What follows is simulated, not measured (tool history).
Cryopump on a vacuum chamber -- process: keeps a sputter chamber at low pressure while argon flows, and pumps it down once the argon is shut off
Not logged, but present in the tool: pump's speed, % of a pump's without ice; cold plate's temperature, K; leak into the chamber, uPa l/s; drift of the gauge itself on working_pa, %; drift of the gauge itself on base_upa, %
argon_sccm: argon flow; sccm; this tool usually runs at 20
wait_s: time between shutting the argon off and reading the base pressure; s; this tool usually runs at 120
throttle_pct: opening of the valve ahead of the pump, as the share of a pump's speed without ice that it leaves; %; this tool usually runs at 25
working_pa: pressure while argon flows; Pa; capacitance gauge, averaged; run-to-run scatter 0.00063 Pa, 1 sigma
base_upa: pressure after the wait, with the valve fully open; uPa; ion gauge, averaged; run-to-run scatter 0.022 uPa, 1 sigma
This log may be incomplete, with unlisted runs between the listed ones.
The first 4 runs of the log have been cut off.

run,hour,argon_sccm,wait_s,throttle_pct,hours of work since the pump was warmed up and emptied,hours of work since the cold head was overhauled,hours of work since the chamber's fittings were tightened,working_pa,base_upa
5,48.2,15,120,25,429,429,880,0.0752,1.24
6,65.1,15,120,25,443,443,895,0.0752,1.24
7,83.4,15,120,25,459,459,910,0.0759,1.28
8,91.4,15,120,25,466,466,917,0.0762,1.30
9,106.1,10,120,25,478,478,930,0.0510,1.28
10,120.1,20,120,25,490,490,942,0.1015,1.27
# hour 132.9: pump warmed up, emptied and cooled again
11,134.0,20,120,25,1,498,949,0.0969,1.20
12,144.2,20,120,25,10,507,958,0.0973,1.24
13,160.9,20,29,25,24,521,972,0.0960,2.48
14,175.6,20,29,25,37,533,985,0.0987,2.57
15,190.4,20,29,25,49,546,998,0.0980,2.59
16,202.6,10,120,25,60,556,1008,0.0487,1.24
17,213.5,20,120,25,69,566,1017,0.0989,1.24
18,226.9,20,199,25,80,577,1029,0.0985,1.06
19,238.9,20,199,25,91,588,1039,0.0977,1.10
20,255.0,20,48,25,104,601,1053,0.0980,1.89
21,271.7,18,38,34,119,616,1067,0.0653,2.21
22,289.4,36,120,29,134,631,1082,0.1536,1.29
23,302.8,36,120,57,145,642,1094,0.0788,1.26
24,317.4,36,120,57,158,655,1106,0.0800,1.30
25,326.9,9,210,50,166,663,1114,0.0223,1.11
26,342.8,19,22,28,180,676,1128,0.0835,3.30

What will run 27 give?
27,351.3,19,22,28,187,684,1135,?,?

Run 27 measured working_pa 0.0850 Pa, base_upa 3.21 uPa.
Without the tool's hidden state the same run would have given working_pa 0.0831 Pa, base_upa 2.53 uPa.
